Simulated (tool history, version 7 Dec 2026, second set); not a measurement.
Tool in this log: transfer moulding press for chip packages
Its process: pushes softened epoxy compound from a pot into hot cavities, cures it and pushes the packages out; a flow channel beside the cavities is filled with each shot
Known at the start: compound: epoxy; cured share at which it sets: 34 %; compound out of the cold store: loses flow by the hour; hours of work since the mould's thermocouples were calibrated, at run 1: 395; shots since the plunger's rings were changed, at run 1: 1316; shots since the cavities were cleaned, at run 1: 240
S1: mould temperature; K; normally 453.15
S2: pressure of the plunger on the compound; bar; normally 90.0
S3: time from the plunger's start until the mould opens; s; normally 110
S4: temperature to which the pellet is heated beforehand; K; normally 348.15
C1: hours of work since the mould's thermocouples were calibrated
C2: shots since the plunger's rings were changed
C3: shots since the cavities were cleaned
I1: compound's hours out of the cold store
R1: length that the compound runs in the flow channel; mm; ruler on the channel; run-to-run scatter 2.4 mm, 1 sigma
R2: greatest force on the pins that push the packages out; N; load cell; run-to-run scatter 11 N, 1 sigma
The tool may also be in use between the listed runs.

run	hour	S1	S2	S3	S4	C1	C2	C3	I1	R1	R2
1	0.0	453.15	90.0	110	348.15	395	1316	240	17.0	548	753
2	21.4	453.15	90.0	110	348.15	406	1525	449	40.9	489	802
# hour 26.6: cavities cleaned with cleaning compound and waxed
3	59.7	453.15	90.0	110	357.15	426	1886	324	39.8	486	753
# hour 77.0: cavities cleaned with cleaning compound and waxed
4	85.8	453.15	90.0	145	348.15	439	2126	86	11.7	555	496
# hour 130.9: cavities cleaned with cleaning compound and waxed
5	131.6	453.15	90.0	110	348.15	463	2559	6	43.9	475	501
6	173.4	459.15	90.0	110	348.15	486	2968	415	21.2	511	680
# hour 184.0: cavities cleaned with cleaning compound and waxed
7	205.8	453.15	90.0	110	354.15	502	3270	213	25.1	514	678
# hour 235.4: cavities cleaned with cleaning compound and waxed
8	240.0	453.15	90.0	110	354.15	520	3589	44	14.8	541	575
9	269.7	453.15	90.0	110	351.15	536	3880	335	41.5	478	746
# hour 287.5: cavities cleaned with cleaning compound and waxed
10	293.7	453.15	90.0	110	351.15	548	4100	60	28.3	509	591
# hour 341.2: cavities cleaned with cleaning compound and waxed
11	341.6	453.15	90.0	110	352.15	573	4554	4	9.8	557	540
12	383.4	453.15	90.0	110	352.15	596	4962	412	18.6	529	859
# hour 391.8: cavities cleaned with cleaning compound and waxed
13	409.0	446.15	75.1	125	351.15	609	5199	169	17.8	507	857
14	439.4	446.15	72.1	130	351.15	625	5496	466	17.1	494	1013
# hour 444.9: cavities cleaned with cleaning compound and waxed
15	473.4	459.15	101.5	124	356.15	643	5813	279	8.4	565	595
# hour 496.2: cavities cleaned with cleaning compound and waxed
16	510.6	459.15	101.5	124	356.15	662	6163	141	45.3	476	499
# hour 529.8: plunger's sealing rings changed
# hour 552.0: cavities cleaned with cleaning compound and waxed
17	554.0	451.15	101.8	134	357.15	683	222	20	47.6	516	458
18	576.2	451.15	101.8	134	357.15	695	439	237	43.4	529	635
# hour 604.1: cavities cleaned with cleaning compound and waxed
# hour 619.3: mould's thermocouples calibrated
19	619.3	455.15	90.0	97	348.15	0	826	129	29.4	506	632
20	644.9	455.15	104.1	110	348.15	14	1076	379	37.4	524	691
# hour 657.0: cavities cleaned with cleaning compound and waxed
21	667.9	455.15	93.7	110	348.15	25	1287	107	34.5	504	522
22	699.2	455.15	93.7	110	348.15	42	1593	413	11.7	559	732

What if the next run were any one of these 4? Each begins from the tool's condition after run 22:
# hour 709.0: cavities cleaned with cleaning compound and waxed
A	742.5	455.15	87.1	115	357.15	65	2002	328	44.3	?	?
# hour 709.0: cavities cleaned with cleaning compound and waxed
B	742.5	455.15	93.7	110	352.15	65	2002	328	34.1	?	?
# hour 709.0: cavities cleaned with cleaning compound and waxed
C	742.5	459.15	93.7	110	347.15	65	2002	328	47.4	?	?
# hour 709.0: cavities cleaned with cleaning compound and waxed
D	742.5	455.15	68.1	110	341.15	65	2002	328	24.5	?	?

run	R1	R2
A	464	647
B	503	665
C	466	628
D	450	692
With the hidden condition removed and each run's random variation left untouched, the same runs would have given:
run	R1	R2
A	471	425
B	511	434
C	473	412
D	457	453

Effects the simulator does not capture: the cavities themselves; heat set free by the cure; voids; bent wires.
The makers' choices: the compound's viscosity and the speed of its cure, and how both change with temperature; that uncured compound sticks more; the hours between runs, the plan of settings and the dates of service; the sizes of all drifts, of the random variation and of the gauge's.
